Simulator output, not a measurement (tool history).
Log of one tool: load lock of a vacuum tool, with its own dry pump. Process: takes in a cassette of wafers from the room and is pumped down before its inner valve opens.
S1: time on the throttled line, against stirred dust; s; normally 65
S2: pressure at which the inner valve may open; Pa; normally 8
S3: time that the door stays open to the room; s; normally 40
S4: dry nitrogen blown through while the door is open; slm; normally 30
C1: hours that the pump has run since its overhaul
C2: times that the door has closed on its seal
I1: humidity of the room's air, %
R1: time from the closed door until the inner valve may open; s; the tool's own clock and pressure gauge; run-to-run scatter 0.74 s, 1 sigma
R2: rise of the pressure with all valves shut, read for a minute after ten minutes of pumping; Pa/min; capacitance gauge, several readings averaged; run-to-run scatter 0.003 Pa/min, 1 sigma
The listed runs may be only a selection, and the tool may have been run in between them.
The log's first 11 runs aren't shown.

Run 12, hour 1039.4: usual settings; C1 13199; C2 1686; I1 43.2. Result: R1 123.2 s, R2 0.019 Pa/min.
Run 13, hour 1097.2: usual settings but S4 14 slm; C1 13257; C2 1760; I1 43.5. Result: R1 123.6 s, R2 0.029 Pa/min.
Run 14, hour 1173.6: usual settings but S4 14 slm; C1 13334; C2 1859; I1 44.3. Result: R1 123.5 s, R2 0.029 Pa/min.
Run 15, hour 1292.9: usual settings; C1 13453; C2 2013; I1 47.0. Result: R1 123.0 s, R2 0.024 Pa/min.
Run 16, hour 1359.4: usual settings; C1 13519; C2 2099; I1 48.6. Result: R1 122.4 s, R2 0.021 Pa/min.
Run 17, hour 1417.0: usual settings; C1 13577; C2 2173; I1 42.5. Result: R1 122.2 s, R2 0.020 Pa/min.
Run 18, hour 1482.0: usual settings; C1 13642; C2 2257; I1 45.5. Result: R1 124.2 s, R2 0.023 Pa/min.
Run 19, hour 1594.7: usual settings but S2 10 Pa, S4 7 slm; C1 13755; C2 2402; I1 42.0. Result: R1 121.6 s, R2 0.035 Pa/min.
Run 20, hour 1656.3: usual settings but S1 84 s, S3 52 s; C1 13816; C2 2482; I1 44.1. Result: R1 138.6 s, R2 0.022 Pa/min.
Run 21, hour 1725.6: usual settings but S1 84 s, S2 7 Pa, S3 52 s; C1 13886; C2 2571; I1 46.2. Result: R1 140.8 s, R2 0.022 Pa/min.
Run 22, hour 1795.3: usual settings but S1 47 s, S2 12 Pa, S3 101 s, S4 23 slm; C1 13955; C2 2661; I1 47.4. Result: R1 105.3 s, R2 0.042 Pa/min.
Run 23, hour 1865.2: usual settings but S1 47 s, S2 15 Pa, S3 101 s, S4 23 slm; C1 14025; C2 2751; I1 42.9. Result: R1 103.5 s, R2 0.039 Pa/min.
Run 24, hour 1970.4: usual settings but S1 47 s, S2 15 Pa, S3 101 s, S4 23 slm; C1 14130; C2 2887; I1 43.9. Result: R1 103.2 s, R2 0.038 Pa/min.
Run 25, hour 2093.3: usual settings but S1 35 s, S2 15 Pa, S3 42 s, S4 8 slm; C1 14253; C2 3045; I1 47.6. Result: R1 93.3 s, R2 0.042 Pa/min.
Run 26, hour 2216.1: usual settings but S1 32 s, S2 6 Pa; C1 14376; C2 3204; I1 44.1. Result: R1 99.4 s, R2 0.020 Pa/min.
Run 27, hour 2281.0: usual settings but S1 105 s, S2 6 Pa; C1 14441; C2 3287; I1 43.5. Result: R1 162.5 s, R2 0.020 Pa/min.
Run 28, hour 2351.7: usual settings but S1 105 s, S2 6 Pa; C1 14512; C2 3379; I1 40.2. Result: R1 160.6 s, R2 0.023 Pa/min.
Run 29, hour 2413.5: usual settings but S1 105 s, S2 16 Pa, S3 224 s; C1 14573; C2 3458; I1 44.2. Result: R1 153.3 s, R2 0.061 Pa/min.
Run 30, hour 2512.1: usual settings but S1 72 s; C1 14672; C2 3586; I1 43.7. Result: R1 130.2 s, R2 0.024 Pa/min.
Run 31, hour 2583.6: usual settings but S4 5 slm; C1 14744; C2 3678; I1 46.3. Result: R1 124.3 s, R2 0.042 Pa/min.
Run 32, hour 2661.4: usual settings but S4 5 slm; C1 14821; C2 3778; I1 41.9. Result: R1 125.7 s, R2 0.045 Pa/min.
Run 33, hour 2743.0: usual settings but S4 5 slm; C1 14903; C2 3883; I1 43.8. Result: R1 125.6 s, R2 0.041 Pa/min.
Run 34, hour 2800.7: usual settings but S4 5 slm; C1 14961; C2 3958; I1 41.3. Result: R1 123.8 s, R2 0.043 Pa/min.
Run 35, hour 2883.7: usual settings but S1 47 s, S3 39 s, S4 5 slm; C1 15044; C2 4065; I1 42.9. Result: R1 110.3 s, R2 0.042 Pa/min.
Run 36, hour 2953.9: usual settings but S1 77 s, S2 12 Pa, S3 39 s, S4 5 slm; C1 15114; C2 4155; I1 41.3. Result: R1 131.9 s, R2 0.042 Pa/min.

4 options for the next run, each taken on its own from the tool as it stands now. Forecast them:
Run A, hour 3065.8: usual settings but S1 66 s, S2 12 Pa, S3 151 s, S4 5 slm; C1 15226; C2 4300; I1 44.8. Result: R1 ?, R2 ?.
Run B, hour 3065.8: usual settings but S1 77 s, S2 10 Pa, S3 43 s, S4 5 slm; C1 15226; C2 4300; I1 44.9. Result: R1 ?, R2 ?.
Run C, hour 3065.8: usual settings but S2 7 Pa; C1 15226; C2 4300; I1 43.1. Result: R1 ?, R2 ?.
Run D, hour 3065.8: usual settings but S2 14 Pa, S3 191 s, S4 40 slm; C1 15226; C2 4300; I1 42.9. Result: R1 ?, R2 ?.

run     R1     R2
  A  122.6  0.104
  B  132.9  0.049
  C  126.1  0.026
  D  119.8  0.048
Without the tool's hidden state the same runs would have given:
run     R1     R2
  A  110.4  0.099
  B  120.8  0.044
  C  112.9  0.020
  D  107.8  0.042

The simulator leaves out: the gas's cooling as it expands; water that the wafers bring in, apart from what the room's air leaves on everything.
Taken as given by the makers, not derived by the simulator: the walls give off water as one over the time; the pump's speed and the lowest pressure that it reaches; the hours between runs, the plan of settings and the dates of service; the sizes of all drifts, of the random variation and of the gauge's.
